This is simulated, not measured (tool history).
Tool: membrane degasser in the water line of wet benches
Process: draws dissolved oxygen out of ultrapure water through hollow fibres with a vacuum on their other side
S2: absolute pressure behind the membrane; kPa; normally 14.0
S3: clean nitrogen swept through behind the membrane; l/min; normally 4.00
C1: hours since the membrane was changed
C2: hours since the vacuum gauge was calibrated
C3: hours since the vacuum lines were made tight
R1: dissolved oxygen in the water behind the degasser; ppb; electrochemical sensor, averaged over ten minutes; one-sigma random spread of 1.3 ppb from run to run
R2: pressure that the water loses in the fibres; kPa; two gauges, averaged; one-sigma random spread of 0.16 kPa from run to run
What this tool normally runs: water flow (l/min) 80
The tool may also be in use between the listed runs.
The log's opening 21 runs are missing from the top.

Run 22, hour 854.0: usual settings but water flow (l/min) 90, S3 8.89 l/min; C1 2901; C2 6260; C3 5592. Result: R1 265.8 ppb, R2 43.64 kPa.
Run 23, hour 908.0: usual settings but water flow (l/min) 90, S3 8.89 l/min; C1 2955; C2 6314; C3 5646. Result: R1 265.6 ppb, R2 43.60 kPa.
Run 24, hour 936.8: usual settings but water flow (l/min) 122, S2 9.3 kPa, S3 10.37 l/min; C1 2984; C2 6343; C3 5675. Result: R1 213.5 ppb, R2 58.60 kPa.
Run 25, hour 973.6: usual settings but water flow (l/min) 122, S2 9.3 kPa, S3 10.37 l/min; C1 3020; C2 6380; C3 5712. Result: R1 214.3 ppb, R2 59.14 kPa.
Run 26, hour 996.8: usual settings but water flow (l/min) 122, S2 9.3 kPa, S3 10.37 l/min; C1 3044; C2 6403; C3 5735. Result: R1 213.8 ppb, R2 58.94 kPa.
Run 27, hour 1033.6: usual settings but water flow (l/min) 104, S2 24.8 kPa, S3 6.29 l/min; C1 3080; C2 6440; C3 5772. Result: R1 759.7 ppb, R2 50.21 kPa.
Run 28, hour 1082.6: usual settings but S2 23.2 kPa, S3 8.88 l/min; C1 3129; C2 6489; C3 5821. Result: R1 411.6 ppb, R2 38.66 kPa.
Run 29, hour 1113.9: usual settings but water flow (l/min) 88, S2 17.0 kPa, S3 2.49 l/min; C1 3161; C2 6520; C3 5852. Result: R1 903.7 ppb, R2 42.32 kPa.
Run 30, hour 1144.9: usual settings but S2 14.4 kPa, S3 2.62 l/min; C1 3192; C2 6551; C3 5883. Result: R1 667.1 ppb, R2 38.57 kPa.
Run 31, hour 1170.6: usual settings but S2 14.4 kPa, S3 2.62 l/min; C1 3217; C2 6577; C3 5909. Result: R1 670.5 ppb, R2 38.65 kPa.

Each row is a separate what-if for the run after 31, all from the same tool condition, not one after another. Results?
Run A, hour 1218.2: usual settings but water flow (l/min) 57, S2 9.6 kPa, S3 2.62 l/min; C1 3265; C2 6624; C3 5956. Result: R1 ?, R2 ?.
Run B, hour 1218.2: usual settings but S2 11.9 kPa, S3 2.62 l/min; C1 3265; C2 6624; C3 5956. Result: R1 ?, R2 ?.
Run C, hour 1218.2: usual settings but S2 14.4 kPa, S3 7.67 l/min; C1 3265; C2 6624; C3 5956. Result: R1 ?, R2 ?.
Run D, hour 1218.2: usual settings but S2 30.4 kPa, S3 2.62 l/min; C1 3265; C2 6624; C3 5956. Result: R1 ?, R2 ?.

run      R1     R2
  A   292.0  27.63
  B   528.7  38.34
  C   271.1  38.57
  D  1458.0  38.61
Without the tool's hidden state the same runs would have given:
run      R1     R2
  A   297.9  27.62
  B   539.6  38.33
  C   276.7  38.56
  D  1488.6  38.60
